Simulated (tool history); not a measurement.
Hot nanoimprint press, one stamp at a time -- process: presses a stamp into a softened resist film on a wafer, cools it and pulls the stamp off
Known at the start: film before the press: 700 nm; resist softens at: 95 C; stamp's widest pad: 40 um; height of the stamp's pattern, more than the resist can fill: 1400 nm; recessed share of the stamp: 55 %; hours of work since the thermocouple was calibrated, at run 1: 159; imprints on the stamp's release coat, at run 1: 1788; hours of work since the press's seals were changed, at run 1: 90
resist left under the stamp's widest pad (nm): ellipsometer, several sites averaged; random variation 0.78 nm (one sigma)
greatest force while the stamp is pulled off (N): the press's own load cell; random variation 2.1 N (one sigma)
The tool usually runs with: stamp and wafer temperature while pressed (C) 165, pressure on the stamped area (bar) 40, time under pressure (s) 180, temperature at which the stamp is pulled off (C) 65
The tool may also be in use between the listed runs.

| run | hour | stamp and wafer temperature while pressed (C) | pressure on the stamped area (bar) | time under pressure (s) | temperature at which the stamp is pulled off (C) | hours of work since the thermocouple was calibrated | imprints on the stamp's release coat | hours of work since the press's seals were changed | resist left under the stamp's widest pad (nm) | greatest force while the stamp is pulled off (N) |
|---|---|---|---|---|---|---|---|---|---|---|
| 1 | 0 | 165 | 40 | 180 | 65 | 159 | 1788 | 90 | 259.4 | 121 |
| 2 | 14.8 | 165 | 40 | 180 | 65 | 167 | 1843 | 98 | 260.1 | 132 |
| 3 | 22.5 | 165 | 31.6 | 180 | 65 | 170 | 1871 | 101 | 296.7 | 132 |
| 4 | 29.7 | 165 | 31.6 | 180 | 65 | 174 | 1897 | 105 | 298.2 | 125 |
|  | 33.8 | plate thermocouple calibrated |
| 5 | 40.2 | 165 | 31.6 | 180 | 65 | 3 | 1925 | 109 | 293.7 | 128 |
| 6 | 50.2 | 165 | 31.6 | 180 | 65 | 8 | 1962 | 114 | 292.9 | 128 |
|  | 65.2 | stamp cleaned and given a new release coat |
| 7 | 69 | 165 | 31.6 | 180 | 65 | 14 | 14 | 120 | 294 | 93 |
| 8 | 76.9 | 165 | 31.6 | 180 | 65 | 18 | 43 | 124 | 292.7 | 89 |
| 9 | 84.5 | 161 | 30.7 | 118 | 65 | 22 | 71 | 127 | 396.9 | 93 |
| 10 | 94 | 161 | 30.7 | 118 | 65 | 26 | 106 | 132 | 398.4 | 91 |
| 11 | 108.3 | 161 | 30.7 | 118 | 65 | 33 | 158 | 139 | 397 | 94 |

What does the tool deliver on the next run?
| 12 | 118.5 | 154 | 25 | 222 | 65 | 38 | 196 | 144 | ? | ? |

Run 12 yielded resist left under the stamp's widest pad (nm) 476.3, greatest force while the stamp is pulled off (N) 93.
If the tool had no hidden condition, the same run with the same run-to-run variation would have returned resist left under the stamp's widest pad (nm) 490.6, greatest force while the stamp is pulled off (N) 91.
